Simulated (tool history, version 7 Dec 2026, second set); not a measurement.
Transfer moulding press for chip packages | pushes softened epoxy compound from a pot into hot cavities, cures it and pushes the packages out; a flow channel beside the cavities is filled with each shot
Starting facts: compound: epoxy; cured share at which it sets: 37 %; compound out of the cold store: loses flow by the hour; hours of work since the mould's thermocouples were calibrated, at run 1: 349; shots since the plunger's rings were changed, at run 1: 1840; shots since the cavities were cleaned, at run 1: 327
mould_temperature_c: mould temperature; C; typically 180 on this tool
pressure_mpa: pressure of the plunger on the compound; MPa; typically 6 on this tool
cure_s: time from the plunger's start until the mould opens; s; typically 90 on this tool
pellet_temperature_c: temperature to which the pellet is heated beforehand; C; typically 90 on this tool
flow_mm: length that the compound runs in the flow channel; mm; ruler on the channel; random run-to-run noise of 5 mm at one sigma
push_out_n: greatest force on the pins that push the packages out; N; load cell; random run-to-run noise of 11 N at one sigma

run	hour	mould_temperature_c	pressure_mpa	cure_s	pellet_temperature_c	hours of work since the mould's thermocouples were calibrated	shots since the plunger's rings were changed	shots since the cavities were cleaned	incoming compound's hours out of the cold store	flow_mm	push_out_n
1	0	180	6	90	90	349	1840	327	41.3	857	555
2	28.8	180	6	90	90	363	2121	608	39.6	857	675
3	41.2	180	6	90	90	370	2244	731	19.5	926	732
4	54.3	180	6	90	90	376	2371	858	25.6	894	706
# hour 57.6: cavities cleaned with cleaning compound and waxed
5	83.6	180	6	101	90	390	2643	254	34.2	870	478
6	104.2	180	6	101	90	401	2845	456	35.5	867	546
7	130.2	180	6	101	90	414	3099	710	32.9	871	583
# hour 147.5: cavities cleaned with cleaning compound and waxed
8	160.1	180	6	79	90	428	3377	123	44	835	643
# hour 163.6: mould's thermocouples calibrated
9	189.1	180	6	90	90	13	3642	388	20.2	907	618
# hour 212.3: mould's thermocouples calibrated, once more
10	214.3	180	6	90	90	1	3869	615	15.8	926	692
11	227.6	180	6	90	90	8	3998	744	9.3	942	768
# hour 241.4: cavities cleaned with cleaning compound and waxed
12	256.1	180	6	90	90	21	4263	144	10.8	939	558
13	269.3	180	5.79	90	90	28	4392	273	30	856	595
14	294.1	180	5.79	90	90	41	4634	515	10.4	911	704
15	313.6	180	6.24	90	98	50	4825	706	20.7	908	687
# hour 331.3: cavities cleaned with cleaning compound and waxed
16	340.1	180	6.24	90	98	63	5070	86	15	931	535
17	366.9	180	6.24	90	98	77	5333	349	32.8	860	603
18	387.1	180	6.24	90	98	87	5530	546	33.4	861	663
19	403.9	180	6.24	90	98	95	5694	710	11.1	928	742
20	415.9	177	6.93	122	89	101	5812	828	21	959	558
# hour 421.7: cavities cleaned with cleaning compound and waxed
21	441.6	178	6.55	90	90	113	6049	195	21.1	927	668
22	455.8	180	6.47	115	90	121	6188	334	23.9	903	443
23	472.8	180	6.47	115	90	129	6354	500	20.4	920	463
24	484.9	180	6.31	115	99	135	6473	619	38.2	837	489
25	505.3	186	6.49	76	99	146	6673	819	9.4	915	674
# hour 513.3: cavities cleaned with cleaning compound and waxed
26	522.4	186	6.49	76	99	153	6825	89	35.4	825	496
# hour 537.3: plunger's sealing rings changed
27	545	180	6.53	90	90	164	74	285	44.4	903	553

Each row is a separate what-if for the run after 27, all from the same tool condition, not one after another. Results?
A	560	186	6.98	107	90	171	222	433	36.9	?	?
B	560	180	4.7	96	90	171	222	433	24.4	?	?
C	560	180	6.68	90	82	171	222	433	47.2	?	?

run	flow_mm	push_out_n
A	925	432
B	822	568
C	906	625
Had the tool no hidden state, the same runs would have come out as:
run	flow_mm	push_out_n
A	931	328
B	827	435
C	911	480
